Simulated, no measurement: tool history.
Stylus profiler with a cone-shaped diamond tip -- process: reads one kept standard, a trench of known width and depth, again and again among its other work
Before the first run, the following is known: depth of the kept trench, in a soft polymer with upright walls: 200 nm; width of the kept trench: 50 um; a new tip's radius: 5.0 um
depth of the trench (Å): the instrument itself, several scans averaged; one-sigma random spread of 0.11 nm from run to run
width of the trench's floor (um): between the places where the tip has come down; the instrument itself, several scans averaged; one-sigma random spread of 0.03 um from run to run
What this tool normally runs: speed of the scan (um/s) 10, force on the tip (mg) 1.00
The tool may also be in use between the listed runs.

run     day  speed of the scan (um/s)  force on the tip (mg)  depth of the trench (Å)  width of the trench's floor (um)
  1   0.000                        10                   1.00                   2020.4                             46.91
  2   1.129                        10                   1.00                   2020.9                             46.87
  3   1.838                        10                   1.00                   2020.0                             46.89
  4   3.050                        10                   1.00                   2019.5                             46.95
  5   3.646                        10                   0.75                   2017.3                             46.89
  6   4.800                        10                   0.75                   2018.2                             46.88
  7   5.996                        10                   0.75                   2017.7                             46.89
  8   6.929                        10                   0.75                   2017.8                             46.84
  9   7.458                         2                   0.75                   2018.2                             46.92
 10   8.379                         2                   0.75                   2017.5                             46.90
 11   9.358                        17                   1.00                   2021.6                             46.78
 12   9.983                        17                   1.00                   2020.4                             46.80
 13  11.129                        17                   1.00                   2019.8                             46.78
 14  12.358                        10                   1.32                   2027.8                             46.81
 15  13.212                        10                   1.32                   2024.7                             46.78
 16  14.167                        10                   0.34                   2014.6                             46.78
 17  14.896                        10                   1.00                   2021.0                             46.76
 18  16.112                         3                   1.23                   2023.9                             46.78
 19  17.296                         3                   2.47                   2037.8                             46.82
 20  18.550                         8                   0.87                   2020.2                             46.82
 21  19.596                        12                   2.05                   2031.8                             46.77
 22  20.162                         6                   0.82                   2020.5                             46.77
 23  21.442                         4                   2.63                   2037.0                             46.78
 24  22.708                         3                   2.63                   2038.0                             46.74
 25  23.350                         3                   2.63                   2037.0                             46.77
 26  24.554                        25                   2.63                   2039.4                             46.74
 27  25.838                        25                   2.93                   2044.1                             46.68
 28  26.383                        25                   0.78                   2019.3                             46.62
 29  27.296                        25                   0.78                   2020.5                             46.62
 30  28.146                        25                   0.88                   2023.9                             46.65
 31  28.704                         9                   2.09                   2035.2                             46.68
 32  29.504                         9                   1.00                   2023.3                             46.71
 33  30.229                         4                   2.44                   2038.3                             46.73
 34  31.188                         4                   2.44                   2036.2                             46.63

What if the next run were any one of these 5? Each begins from the tool's condition after run 34:
  A  31.938                        10                   0.44                        ?                                 ?
  B  31.938                         3                   0.35                        ?                                 ?
  C  31.938                        21                   2.44                        ?                                 ?
  D  31.938                         7                   1.28                        ?                                 ?
  E  31.938                        33                   1.00                        ?                                 ?

run  depth of the trench (Å)  width of the trench's floor (um)
  A                   2015.0                             46.65
  B                   2013.1                             46.68
  C                   2037.0                             46.62
  D                   2027.3                             46.66
  E                   2022.5                             46.61
With the hidden condition removed and each run's random variation left untouched, the same runs would have given:
run  depth of the trench (Å)  width of the trench's floor (um)
  A                   2009.4                             47.15
  B                   2007.5                             47.18
  C                   2031.3                             47.13
  D                   2021.6                             47.17
  E                   2016.8                             47.11
